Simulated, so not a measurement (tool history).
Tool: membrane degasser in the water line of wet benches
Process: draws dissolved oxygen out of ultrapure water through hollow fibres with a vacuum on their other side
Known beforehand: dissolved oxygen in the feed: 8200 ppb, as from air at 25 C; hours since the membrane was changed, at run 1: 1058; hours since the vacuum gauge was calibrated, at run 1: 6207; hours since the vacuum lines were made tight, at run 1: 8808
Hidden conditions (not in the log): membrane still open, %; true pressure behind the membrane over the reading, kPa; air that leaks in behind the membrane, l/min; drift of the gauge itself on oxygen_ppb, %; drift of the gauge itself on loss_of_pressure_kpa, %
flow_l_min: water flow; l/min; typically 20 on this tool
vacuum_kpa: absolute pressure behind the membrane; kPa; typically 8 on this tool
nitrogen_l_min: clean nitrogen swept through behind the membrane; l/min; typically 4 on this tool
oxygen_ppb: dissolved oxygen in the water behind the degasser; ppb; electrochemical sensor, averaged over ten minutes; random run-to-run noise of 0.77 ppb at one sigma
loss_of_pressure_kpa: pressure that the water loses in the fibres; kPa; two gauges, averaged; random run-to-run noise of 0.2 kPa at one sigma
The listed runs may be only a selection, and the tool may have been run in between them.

run	hour	flow_l_min	vacuum_kpa	nitrogen_l_min	hours since the membrane was changed	hours since the vacuum gauge was calibrated	hours since the vacuum lines were made tight	oxygen_ppb	loss_of_pressure_kpa
1	0	20	8	4	1058	6207	8808	80.7	63.03
2	100.3	20	8	4	1159	6307	8909	81.2	62.73
3	220.9	20	8	2.52	1279	6427	9029	112.4	62.74
4	314.1	24	8	4	1372	6521	9123	110.7	74.88
# hour 373: vacuum gauge calibrated
5	413.6	24	8	4	1471	41	9222	110.7	75.61
6	500.6	24	8	4	1558	128	9309	109	75.57
7	594	20	8	9.26	1652	221	9402	48	62.77
8	695.1	20	8	9.26	1753	322	9503	49.2	62.91
9	797.3	20	8	3.85	1855	424	9605	83.1	62.73
10	883.4	20	8	3.85	1941	510	9691	83.6	62.54
11	1002	22	15.72	1.73	2060	629	9810	382.5	68.89
12	1094.3	22	15.72	1.73	2152	721	9902	389.1	68.54
13	1220	22	15.72	1.73	2278	847	10028	386.5	69.05
14	1302.1	22	15.72	1.73	2360	929	10110	383.8	68.76
15	1391.4	17	5.62	4	2449	1018	10199	37.3	52.81
16	1464.9	17	15.31	2.13	2523	1092	10273	238	53.04
17	1582.9	21	8.19	5.47	2641	1210	10391	73.5	65.74
18	1673	14	11.12	2.89	2731	1300	10481	99	43.59
19	1745	14	11.12	2.89	2803	1372	10553	97.3	43.3

3 ways to go on from here, each from the tool as it stands after run 19. What would each give?
# hour 1849.4: seals of the vacuum lines changed
A	1852.3	18	5.85	1.67	2908	1477	3	?	?
# hour 1849.4: seals of the vacuum lines changed
B	1852.3	28	8	4	2908	1477	3	?	?
# hour 1849.4: seals of the vacuum lines changed
C	1852.3	12	11.12	8.48	2908	1477	3	?	?

run	oxygen_ppb	loss_of_pressure_kpa
A	81.5	56.17
B	144.1	87
C	30.7	37.1
Without the tool's unlogged condition, the same runs would have read:
run	oxygen_ppb	loss_of_pressure_kpa
A	81.5	56.97
B	144	88.24
C	30.7	37.63
